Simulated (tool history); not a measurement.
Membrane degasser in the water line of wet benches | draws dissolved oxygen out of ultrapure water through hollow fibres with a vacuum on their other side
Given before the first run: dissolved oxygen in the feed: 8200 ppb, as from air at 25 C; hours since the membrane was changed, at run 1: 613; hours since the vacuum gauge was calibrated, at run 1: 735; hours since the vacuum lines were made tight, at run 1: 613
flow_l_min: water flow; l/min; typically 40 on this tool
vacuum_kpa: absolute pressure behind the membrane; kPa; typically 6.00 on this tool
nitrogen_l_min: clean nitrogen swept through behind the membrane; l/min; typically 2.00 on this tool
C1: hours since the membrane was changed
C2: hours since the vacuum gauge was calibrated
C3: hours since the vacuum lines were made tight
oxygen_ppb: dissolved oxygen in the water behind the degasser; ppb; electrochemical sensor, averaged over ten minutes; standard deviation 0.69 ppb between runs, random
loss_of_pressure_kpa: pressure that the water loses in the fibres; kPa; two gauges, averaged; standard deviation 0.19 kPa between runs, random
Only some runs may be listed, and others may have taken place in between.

{"run": 1, "hour": 0.0, "flow_l_min": 40, "vacuum_kpa": 6.0, "nitrogen_l_min": 2.0, "C1": 613, "C2": 735, "C3": 613, "oxygen_ppb": 131.1, "loss_of_pressure_kpa": 38.01}
{"run": 2, "hour": 22.9, "flow_l_min": 40, "vacuum_kpa": 6.0, "nitrogen_l_min": 2.0, "C1": 636, "C2": 758, "C3": 636, "oxygen_ppb": 130.8, "loss_of_pressure_kpa": 38.09}
{"run": 3, "hour": 48.6, "flow_l_min": 38, "vacuum_kpa": 6.0, "nitrogen_l_min": 2.0, "C1": 662, "C2": 784, "C3": 662, "oxygen_ppb": 125.0, "loss_of_pressure_kpa": 35.74}
{"run": 4, "hour": 94.2, "flow_l_min": 54, "vacuum_kpa": 6.0, "nitrogen_l_min": 2.0, "C1": 707, "C2": 830, "C3": 707, "oxygen_ppb": 182.0, "loss_of_pressure_kpa": 51.48}
{"run": 5, "hour": 113.5, "flow_l_min": 40, "vacuum_kpa": 6.81, "nitrogen_l_min": 2.0, "C1": 726, "C2": 849, "C3": 726, "oxygen_ppb": 166.8, "loss_of_pressure_kpa": 38.13}
{"run": 6, "hour": 149.2, "flow_l_min": 40, "vacuum_kpa": 6.81, "nitrogen_l_min": 2.0, "C1": 762, "C2": 885, "C3": 762, "oxygen_ppb": 166.3, "loss_of_pressure_kpa": 38.08}
{"run": 7, "hour": 190.5, "flow_l_min": 40, "vacuum_kpa": 6.0, "nitrogen_l_min": 2.0, "C1": 803, "C2": 926, "C3": 803, "oxygen_ppb": 130.9, "loss_of_pressure_kpa": 38.09}
{"run": 8, "hour": 235.7, "flow_l_min": 40, "vacuum_kpa": 6.0, "nitrogen_l_min": 2.0, "C1": 849, "C2": 971, "C3": 849, "oxygen_ppb": 130.7, "loss_of_pressure_kpa": 37.74}
{"run": 9, "hour": 279.3, "flow_l_min": 40, "vacuum_kpa": 6.0, "nitrogen_l_min": 2.0, "C1": 892, "C2": 1015, "C3": 892, "oxygen_ppb": 131.3, "loss_of_pressure_kpa": 37.77}
{"run": 10, "hour": 311.1, "flow_l_min": 40, "vacuum_kpa": 6.0, "nitrogen_l_min": 2.0, "C1": 924, "C2": 1046, "C3": 924, "oxygen_ppb": 132.5, "loss_of_pressure_kpa": 38.27}
{"run": 11, "hour": 337.1, "flow_l_min": 40, "vacuum_kpa": 6.0, "nitrogen_l_min": 2.0, "C1": 950, "C2": 1073, "C3": 950, "oxygen_ppb": 132.1, "loss_of_pressure_kpa": 38.03}
{"run": 12, "hour": 381.3, "flow_l_min": 40, "vacuum_kpa": 6.0, "nitrogen_l_min": 2.0, "C1": 994, "C2": 1117, "C3": 994, "oxygen_ppb": 131.6, "loss_of_pressure_kpa": 38.01}
{"run": 13, "hour": 410.5, "flow_l_min": 40, "vacuum_kpa": 6.0, "nitrogen_l_min": 2.0, "C1": 1023, "C2": 1146, "C3": 1023, "oxygen_ppb": 131.7, "loss_of_pressure_kpa": 38.24}
{"run": 14, "hour": 437.6, "flow_l_min": 40, "vacuum_kpa": 6.0, "nitrogen_l_min": 4.2, "C1": 1051, "C2": 1173, "C3": 1051, "oxygen_ppb": 72.0, "loss_of_pressure_kpa": 38.32}
{"run": 15, "hour": 463.8, "flow_l_min": 40, "vacuum_kpa": 13.28, "nitrogen_l_min": 2.0, "C1": 1077, "C2": 1199, "C3": 1077, "oxygen_ppb": 436.7, "loss_of_pressure_kpa": 38.14}
{"run": 16, "hour": 495.3, "flow_l_min": 40, "vacuum_kpa": 13.28, "nitrogen_l_min": 2.0, "C1": 1108, "C2": 1231, "C3": 1108, "oxygen_ppb": 440.2, "loss_of_pressure_kpa": 38.2}
{"run": 17, "hour": 532.8, "flow_l_min": 40, "vacuum_kpa": 5.82, "nitrogen_l_min": 2.0, "C1": 1146, "C2": 1268, "C3": 1146, "oxygen_ppb": 124.5, "loss_of_pressure_kpa": 38.14}
{"run": 18, "hour": 575.1, "flow_l_min": 44, "vacuum_kpa": 8.19, "nitrogen_l_min": 2.0, "C1": 1188, "C2": 1311, "C3": 1188, "oxygen_ppb": 249.0, "loss_of_pressure_kpa": 41.99}
{"run": 19, "hour": 596.2, "flow_l_min": 44, "vacuum_kpa": 8.19, "nitrogen_l_min": 2.0, "C1": 1209, "C2": 1332, "C3": 1209, "oxygen_ppb": 247.6, "loss_of_pressure_kpa": 42.01}
{"run": 20, "hour": 636.4, "flow_l_min": 44, "vacuum_kpa": 8.19, "nitrogen_l_min": 2.0, "C1": 1249, "C2": 1372, "C3": 1249, "oxygen_ppb": 249.4, "loss_of_pressure_kpa": 41.82}
{"run": 21, "hour": 662.3, "flow_l_min": 44, "vacuum_kpa": 8.19, "nitrogen_l_min": 2.0, "C1": 1275, "C2": 1398, "C3": 1275, "oxygen_ppb": 247.7, "loss_of_pressure_kpa": 41.75}
{"run": 22, "hour": 694.4, "flow_l_min": 44, "vacuum_kpa": 4.21, "nitrogen_l_min": 1.24, "C1": 1307, "C2": 1430, "C3": 1307, "oxygen_ppb": 86.4, "loss_of_pressure_kpa": 42.18}
{"run": 23, "hour": 726.5, "flow_l_min": 27, "vacuum_kpa": 7.54, "nitrogen_l_min": 1.0, "C1": 1339, "C2": 1462, "C3": 1339, "oxygen_ppb": 247.6, "loss_of_pressure_kpa": 25.95}
{"run": 24, "hour": 755.9, "flow_l_min": 27, "vacuum_kpa": 7.54, "nitrogen_l_min": 1.0, "C1": 1369, "C2": 1491, "C3": 1369, "oxygen_ppb": 247.2, "loss_of_pressure_kpa": 25.55}
{"run": 25, "hour": 799.4, "flow_l_min": 40, "vacuum_kpa": 7.36, "nitrogen_l_min": 0.84, "C1": 1412, "C2": 1535, "C3": 1412, "oxygen_ppb": 377.1, "loss_of_pressure_kpa": 38.37}
{"run": 26, "hour": 823.7, "flow_l_min": 24, "vacuum_kpa": 7.36, "nitrogen_l_min": 1.24, "C1": 1437, "C2": 1559, "C3": 1437, "oxygen_ppb": 177.9, "loss_of_pressure_kpa": 22.92}
{"run": 27, "hour": 852.9, "flow_l_min": 35, "vacuum_kpa": 6.0, "nitrogen_l_min": 1.62, "C1": 1466, "C2": 1588, "C3": 1466, "oxygen_ppb": 137.9, "loss_of_pressure_kpa": 33.61}
{"run": 28, "hour": 880.7, "flow_l_min": 35, "vacuum_kpa": 6.0, "nitrogen_l_min": 1.62, "C1": 1494, "C2": 1616, "C3": 1494, "oxygen_ppb": 137.9, "loss_of_pressure_kpa": 33.25}
{"run": 29, "hour": 908.7, "flow_l_min": 35, "vacuum_kpa": 6.98, "nitrogen_l_min": 1.74, "C1": 1522, "C2": 1644, "C3": 1522, "oxygen_ppb": 172.2, "loss_of_pressure_kpa": 33.61}
{"run": 30, "hour": 928.2, "flow_l_min": 53, "vacuum_kpa": 8.06, "nitrogen_l_min": 4.76, "C1": 1541, "C2": 1664, "C3": 1541, "oxygen_ppb": 149.6, "loss_of_pressure_kpa": 50.77}
{"run": 31, "hour": 953.8, "flow_l_min": 31, "vacuum_kpa": 4.8, "nitrogen_l_min": 0.97, "C1": 1567, "C2": 1689, "C3": 1567, "oxygen_ppb": 109.5, "loss_of_pressure_kpa": 29.53}
{"run": 32, "hour": 998.6, "flow_l_min": 32, "vacuum_kpa": 7.38, "nitrogen_l_min": 5.64, "C1": 1611, "C2": 1734, "C3": 1611, "oxygen_ppb": 61.5, "loss_of_pressure_kpa": 30.65}

Alternative continuations, all from the tool just after run 32; predict every row:
{"run": "A", "hour": 1038.6, "flow_l_min": 31, "vacuum_kpa": 7.99, "nitrogen_l_min": 3.65, "C1": 1651, "C2": 1774, "C3": 1651, "oxygen_ppb": "?", "loss_of_pressure_kpa": "?"}
{"run": "B", "hour": 1038.6, "flow_l_min": 32, "vacuum_kpa": 4.06, "nitrogen_l_min": 4.16, "C1": 1651, "C2": 1774, "C3": 1651, "oxygen_ppb": "?", "loss_of_pressure_kpa": "?"}
{"run": "C", "hour": 1038.6, "flow_l_min": 32, "vacuum_kpa": 7.38, "nitrogen_l_min": 1.07, "C1": 1651, "C2": 1774, "C3": 1651, "oxygen_ppb": "?", "loss_of_pressure_kpa": "?"}

run=A oxygen_ppb=99.7 loss_of_pressure_kpa=29.50
run=B oxygen_ppb=20.1 loss_of_pressure_kpa=30.83
run=C oxygen_ppb=262.0 loss_of_pressure_kpa=30.63
With no hidden state in the tool, these same runs would have given:
run=A oxygen_ppb=98.8 loss_of_pressure_kpa=29.05
run=B oxygen_ppb=19.4 loss_of_pressure_kpa=30.37
run=C oxygen_ppb=260.5 loss_of_pressure_kpa=30.16
